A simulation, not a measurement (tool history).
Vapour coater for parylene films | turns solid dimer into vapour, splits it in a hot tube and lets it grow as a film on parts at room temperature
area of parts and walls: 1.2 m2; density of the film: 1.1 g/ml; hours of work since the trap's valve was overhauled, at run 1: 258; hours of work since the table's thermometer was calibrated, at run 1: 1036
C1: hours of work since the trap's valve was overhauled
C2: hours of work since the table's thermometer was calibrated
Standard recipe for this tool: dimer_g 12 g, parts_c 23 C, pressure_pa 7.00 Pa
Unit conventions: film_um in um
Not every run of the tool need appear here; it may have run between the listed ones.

run 1 hour=0.0 | dimer_g=12 parts_c=23 pressure_pa=7.00 | C1=258 C2=1036 | film_um=4.27
run 2 hour=20.9 | dimer_g=12 parts_c=18 pressure_pa=7.00 | C1=272 C2=1049 | film_um=5.00
run 3 hour=53.7 | dimer_g=12 parts_c=18 pressure_pa=8.45 | C1=293 C2=1070 | film_um=4.77
run 4 hour=85.8 | dimer_g=12 parts_c=18 pressure_pa=8.45 | C1=313 C2=1090 | film_um=4.67
run 5 hour=114.8 | dimer_g=12 parts_c=18 pressure_pa=8.45 | C1=332 C2=1109 | film_um=4.74
run 6 hour=152.1 | dimer_g=12 parts_c=18 pressure_pa=8.45 | C1=355 C2=1133 | film_um=4.62
run 7 hour=191.0 | dimer_g=12 parts_c=23 pressure_pa=7.00 | C1=380 C2=1158 | film_um=4.15
run 8 hour=212.0 | dimer_g=12 parts_c=23 pressure_pa=7.00 | C1=394 C2=1171 | film_um=4.15
run 9 hour=233.6 | dimer_g=12 parts_c=23 pressure_pa=7.00 | C1=407 C2=1185 | film_um=4.06
run 10 hour=254.6 | dimer_g=12 parts_c=23 pressure_pa=7.00 | C1=421 C2=1198 | film_um=4.05
run 11 hour=293.6 | dimer_g=12 parts_c=23 pressure_pa=7.00 | C1=446 C2=1223 | film_um=4.05
run 12 hour=318.7 | dimer_g=12 parts_c=23 pressure_pa=7.00 | C1=462 C2=1239 | film_um=4.08
run 13 hour=354.1 | dimer_g=12 parts_c=23 pressure_pa=7.00 | C1=484 C2=1262 | film_um=4.06
run 14 hour=398.8 | dimer_g=12 parts_c=23 pressure_pa=7.00 | C1=513 C2=1290 | film_um=3.96
run 15 hour=429.4 | dimer_g=12 parts_c=23 pressure_pa=7.00 | C1=532 C2=1310 | film_um=3.98
run 16 hour=451.3 | dimer_g=20 parts_c=24 pressure_pa=9.64 | C1=546 C2=1324 | film_um=5.96
run 17 hour=471.7 | dimer_g=6 parts_c=23 pressure_pa=3.23 | C1=559 C2=1337 | film_um=2.40
-- hour=482.1 trap's valve overhauled
run 18 hour=499.5 | dimer_g=6 parts_c=23 pressure_pa=3.23 | C1=11 C2=1352 | film_um=2.68
run 19 hour=536.4 | dimer_g=6 parts_c=23 pressure_pa=3.23 | C1=35 C2=1375 | film_um=2.71
run 20 hour=571.7 | dimer_g=18 parts_c=23 pressure_pa=2.17 | C1=57 C2=1398 | film_um=8.81
run 21 hour=603.9 | dimer_g=19 parts_c=19 pressure_pa=7.00 | C1=78 C2=1418 | film_um=8.01
run 22 hour=636.2 | dimer_g=19 parts_c=19 pressure_pa=7.00 | C1=98 C2=1439 | film_um=7.85
run 23 hour=680.7 | dimer_g=12 parts_c=19 pressure_pa=7.00 | C1=127 C2=1467 | film_um=4.95
run 24 hour=706.9 | dimer_g=12 parts_c=19 pressure_pa=7.00 | C1=143 C2=1484 | film_um=5.03
run 25 hour=745.8 | dimer_g=11 parts_c=23 pressure_pa=6.29 | C1=168 C2=1509 | film_um=4.10
-- hour=760.5 table's thermometer calibrated
run 26 hour=789.3 | dimer_g=14 parts_c=23 pressure_pa=7.62 | C1=195 C2=18 | film_um=4.91
run 27 hour=815.5 | dimer_g=14 parts_c=23 pressure_pa=7.62 | C1=212 C2=35 | film_um=4.89
run 28 hour=855.3 | dimer_g=14 parts_c=23 pressure_pa=7.62 | C1=237 C2=60 | film_um=4.95
run 29 hour=903.2 | dimer_g=15 parts_c=23 pressure_pa=7.62 | C1=268 C2=91 | film_um=5.17

Branching from run 29: 5 alternative next runs. What would each branch give?
run A hour=932.5 | dimer_g=8 parts_c=23 pressure_pa=5.89 | C1=287 C2=110 | film_um=?
run B hour=932.5 | dimer_g=5 parts_c=23 pressure_pa=7.62 | C1=287 C2=110 | film_um=?
run C hour=932.5 | dimer_g=5 parts_c=18 pressure_pa=7.62 | C1=287 C2=110 | film_um=?
run D hour=932.5 | dimer_g=15 parts_c=16 pressure_pa=7.62 | C1=287 C2=110 | film_um=?
run E hour=932.5 | dimer_g=11 parts_c=19 pressure_pa=8.23 | C1=287 C2=110 | film_um=?

run=A film_um=2.92
run=B film_um=1.70
run=C film_um=2.05
run=D film_um=6.54
run=E film_um=4.32
Take away the tool's hidden state, keep each run's random variation, and the runs would have read:
run=A film_um=3.13
run=B film_um=1.83
run=C film_um=2.20
run=D film_um=7.02
run=E film_um=4.64
